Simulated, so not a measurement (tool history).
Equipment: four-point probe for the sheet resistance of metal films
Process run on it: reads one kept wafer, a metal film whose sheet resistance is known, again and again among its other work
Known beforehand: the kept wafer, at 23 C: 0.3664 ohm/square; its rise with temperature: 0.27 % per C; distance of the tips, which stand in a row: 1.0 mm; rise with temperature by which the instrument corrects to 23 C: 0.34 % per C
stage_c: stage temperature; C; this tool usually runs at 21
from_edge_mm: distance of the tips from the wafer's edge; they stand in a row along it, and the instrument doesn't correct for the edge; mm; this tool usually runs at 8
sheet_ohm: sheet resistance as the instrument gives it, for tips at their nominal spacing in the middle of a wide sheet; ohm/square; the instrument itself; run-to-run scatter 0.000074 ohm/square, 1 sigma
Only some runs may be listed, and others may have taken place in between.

Run 1, hour 0.0: usual settings. Result: sheet_ohm 0.368573 ohm/square.
Run 2, hour 18.8: usual settings but stage_c 29 C. Result: sheet_ohm 0.366274 ohm/square.
Run 3, hour 51.1: usual settings but stage_c 22 C. Result: sheet_ohm 0.368236 ohm/square.
Run 4, hour 70.6: usual settings but stage_c 22 C. Result: sheet_ohm 0.368111 ohm/square.
Run 5, hour 90.6: usual settings but stage_c 26 C. Result: sheet_ohm 0.367048 ohm/square.
Run 6, hour 120.8: usual settings but stage_c 26 C, from_edge_mm 3 mm. Result: sheet_ohm 0.384374 ohm/square.
Run 7, hour 146.9: usual settings. Result: sheet_ohm 0.368388 ohm/square.
Run 8, hour 178.9: usual settings. Result: sheet_ohm 0.368427 ohm/square.
Run 9, hour 204.1: usual settings. Result: sheet_ohm 0.368393 ohm/square.
Run 10, hour 219.3: usual settings. Result: sheet_ohm 0.368382 ohm/square.
Run 11, hour 243.2: usual settings but from_edge_mm 5 mm. Result: sheet_ohm 0.372890 ohm/square.
Run 12, hour 262.6: usual settings. Result: sheet_ohm 0.368379 ohm/square.
Run 13, hour 284.9: usual settings. Result: sheet_ohm 0.368362 ohm/square.
Run 14, hour 304.6: usual settings but stage_c 33 C. Result: sheet_ohm 0.364951 ohm/square.
Run 15, hour 324.2: usual settings but stage_c 33 C. Result: sheet_ohm 0.365069 ohm/square.
Run 16, hour 355.5: usual settings but stage_c 33 C. Result: sheet_ohm 0.364865 ohm/square.
Run 17, hour 371.2: usual settings but stage_c 25 C. Result: sheet_ohm 0.367207 ohm/square.
Run 18, hour 394.1: usual settings but stage_c 25 C. Result: sheet_ohm 0.367090 ohm/square.
Run 19, hour 418.9: usual settings but stage_c 31 C. Result: sheet_ohm 0.365419 ohm/square.
Run 20, hour 450.0: usual settings but stage_c 23 C, from_edge_mm 62 mm. Result: sheet_ohm 0.364624 ohm/square.
Run 21, hour 482.9: usual settings but stage_c 32 C, from_edge_mm 57 mm. Result: sheet_ohm 0.362050 ohm/square.
Run 22, hour 506.3: usual settings but stage_c 24 C, from_edge_mm 58 mm. Result: sheet_ohm 0.364311 ohm/square.
Run 23, hour 524.1: usual settings but stage_c 28 C, from_edge_mm 38 mm. Result: sheet_ohm 0.363266 ohm/square.
Run 24, hour 541.4: usual settings but stage_c 28 C, from_edge_mm 38 mm. Result: sheet_ohm 0.363294 ohm/square.
Run 25, hour 569.7: usual settings but stage_c 28 C, from_edge_mm 38 mm. Result: sheet_ohm 0.363276 ohm/square.
At hour 571.7: stage's thermometer calibrated.
Run 26, hour 593.6: usual settings but stage_c 33 C, from_edge_mm 6 mm. Result: sheet_ohm 0.366752 ohm/square.
Run 27, hour 615.5: usual settings but stage_c 27 C, from_edge_mm 19 mm. Result: sheet_ohm 0.363743 ohm/square.
Run 28, hour 647.0: usual settings but from_edge_mm 34 mm. Result: sheet_ohm 0.364973 ohm/square.
Run 29, hour 671.2: usual settings but from_edge_mm 34 mm. Result: sheet_ohm 0.364966 ohm/square.
Run 30, hour 696.3: usual settings but from_edge_mm 34 mm. Result: sheet_ohm 0.364901 ohm/square.

Run 31 has not been measured yet. What should we expect?
At hour 702.2: stage's thermometer calibrated, once more.
Run 31, hour 714.8: usual settings but stage_c 28 C, from_edge_mm 45 mm. Result: sheet_ohm ?.

{"run 31": {"sheet_ohm": 0.363341}}
If the tool had no hidden condition, the same run with the same run-to-run variation would have returned sheet_ohm 0.365016 ohm/square.

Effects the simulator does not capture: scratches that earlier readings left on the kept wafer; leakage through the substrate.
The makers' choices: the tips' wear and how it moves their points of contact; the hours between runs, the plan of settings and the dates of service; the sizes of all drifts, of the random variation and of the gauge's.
